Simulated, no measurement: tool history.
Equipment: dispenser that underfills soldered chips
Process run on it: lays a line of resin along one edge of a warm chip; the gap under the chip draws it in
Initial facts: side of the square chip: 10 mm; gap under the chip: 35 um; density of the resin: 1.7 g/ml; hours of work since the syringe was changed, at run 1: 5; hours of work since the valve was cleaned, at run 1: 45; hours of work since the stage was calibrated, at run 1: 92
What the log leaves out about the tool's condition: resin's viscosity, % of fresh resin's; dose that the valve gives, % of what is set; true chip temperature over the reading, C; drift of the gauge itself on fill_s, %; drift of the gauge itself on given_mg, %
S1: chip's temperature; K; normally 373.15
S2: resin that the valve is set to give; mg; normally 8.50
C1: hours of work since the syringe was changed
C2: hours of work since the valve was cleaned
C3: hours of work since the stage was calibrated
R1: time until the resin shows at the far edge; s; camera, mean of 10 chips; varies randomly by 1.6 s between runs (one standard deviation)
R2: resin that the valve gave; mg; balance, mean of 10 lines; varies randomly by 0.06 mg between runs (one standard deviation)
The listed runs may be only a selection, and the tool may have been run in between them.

| run | hour | S1 | S2 | C1 | C2 | C3 | R1 | R2 |
|---|---|---|---|---|---|---|---|---|
| 1 | 0.0 | 373.15 | 8.50 | 5 | 45 | 92 | 192.9 | 8.21 |
| 2 | 3.8 | 373.15 | 8.50 | 8 | 47 | 95 | 214.1 | 8.29 |
|  | 4.5 | new syringe of resin |
| 3 | 8.4 | 373.15 | 8.50 | 2 | 50 | 97 | 178.6 | 8.35 |
| 4 | 11.4 | 382.15 | 8.50 | 4 | 52 | 99 | 139.2 | 8.34 |
| 5 | 14.2 | 382.15 | 8.50 | 6 | 54 | 101 | 149.3 | 8.19 |
|  | 16.8 | new syringe of resin |
| 6 | 17.3 | 382.15 | 8.50 | 0 | 56 | 103 | 119.9 | 8.24 |
| 7 | 20.7 | 382.15 | 8.50 | 3 | 58 | 105 | 130.4 | 8.32 |
| 8 | 24.2 | 360.15 | 8.50 | 5 | 60 | 107 | 309.7 | 8.15 |
| 9 | 27.6 | 360.15 | 8.50 | 7 | 62 | 109 | 333.7 | 8.16 |
|  | 29.0 | new syringe of resin |
| 10 | 30.1 | 373.15 | 8.50 | 1 | 64 | 111 | 172.8 | 8.23 |
| 11 | 32.7 | 378.15 | 8.50 | 2 | 65 | 113 | 149.8 | 8.26 |
| 12 | 34.6 | 378.15 | 8.50 | 4 | 67 | 114 | 159.1 | 8.14 |
| 13 | 39.1 | 378.15 | 8.50 | 7 | 69 | 117 | 171.6 | 8.15 |
|  | 41.0 | new syringe of resin |
| 14 | 41.3 | 373.15 | 9.42 | 0 | 71 | 118 | 164.3 | 9.07 |
| 15 | 45.2 | 373.15 | 9.42 | 3 | 73 | 121 | 174.4 | 8.98 |
| 16 | 48.3 | 373.15 | 9.42 | 5 | 75 | 123 | 188.8 | 9.02 |
| 17 | 52.1 | 373.15 | 9.42 | 7 | 78 | 125 | 200.6 | 8.94 |
|  | 53.1 | new syringe of resin |
| 18 | 55.5 | 370.15 | 9.45 | 2 | 80 | 127 | 186.0 | 9.04 |
| 19 | 60.0 | 378.15 | 7.62 | 4 | 83 | 130 | 166.4 | 7.23 |
| 20 | 62.5 | 381.15 | 7.70 | 6 | 84 | 132 | 155.7 | 7.35 |
| 21 | 64.5 | 388.15 | 10.57 | 7 | 85 | 133 | 124.4 | 10.08 |
|  | 65.4 | new syringe of resin |
| 22 | 66.7 | 368.15 | 9.98 | 1 | 87 | 134 | 199.4 | 9.51 |
| 23 | 69.5 | 368.15 | 9.98 | 3 | 89 | 136 | 212.4 | 9.48 |
| 24 | 72.9 | 368.15 | 9.98 | 5 | 91 | 138 | 229.4 | 9.45 |
| 25 | 75.1 | 369.15 | 8.86 | 6 | 92 | 140 | 231.4 | 8.43 |
|  | 77.5 | new syringe of resin |
| 26 | 77.5 | 369.15 | 10.11 | 0 | 94 | 141 | 187.7 | 9.57 |
| 27 | 81.7 | 359.15 | 7.95 | 3 | 96 | 144 | 318.1 | 7.58 |
| 28 | 85.8 | 359.15 | 7.95 | 5 | 99 | 146 | 351.4 | 7.49 |
| 29 | 88.2 | 375.15 | 8.17 | 7 | 100 | 148 | 200.9 | 7.80 |
|  | 89.6 | new syringe of resin |
| 30 | 92.8 | 378.15 | 10.32 | 2 | 103 | 151 | 144.7 | 9.69 |
| 31 | 96.1 | 378.15 | 8.86 | 4 | 105 | 153 | 157.8 | 8.28 |
| 32 | 99.1 | 384.15 | 10.00 | 6 | 107 | 155 | 134.4 | 9.29 |
|  | 101.8 | new syringe of resin |
| 33 | 102.5 | 377.15 | 10.57 | 0 | 109 | 157 | 142.4 | 9.81 |
| 34 | 106.8 | 377.15 | 10.57 | 3 | 112 | 159 | 154.9 | 9.76 |

Hidden state or all else? Some run-to-run changes of R1, split into what the settings, what came in and random variation would give without the hidden state, and what is left for the hidden state (with any gauge scatter that isn't in both results):
Run 7 -> 8: S1 382.15 -> 360.15. R1 +179.3 s: hidden state +38.5, all else +140.8.
Run 9 -> 10: S1 360.15 -> 373.15, new syringe of resin. R1 -160.9 s: hidden state -64.9, all else -96.0.
Run 25 -> 26: S2 8.86 -> 10.11, new syringe of resin. R1 -43.7 s: hidden state -46.5, all else +2.8.
Run 28 -> 29: S1 359.15 -> 375.15, S2 7.95 -> 8.17. R1 -150.5 s: hidden state -23.6, all else -126.9.
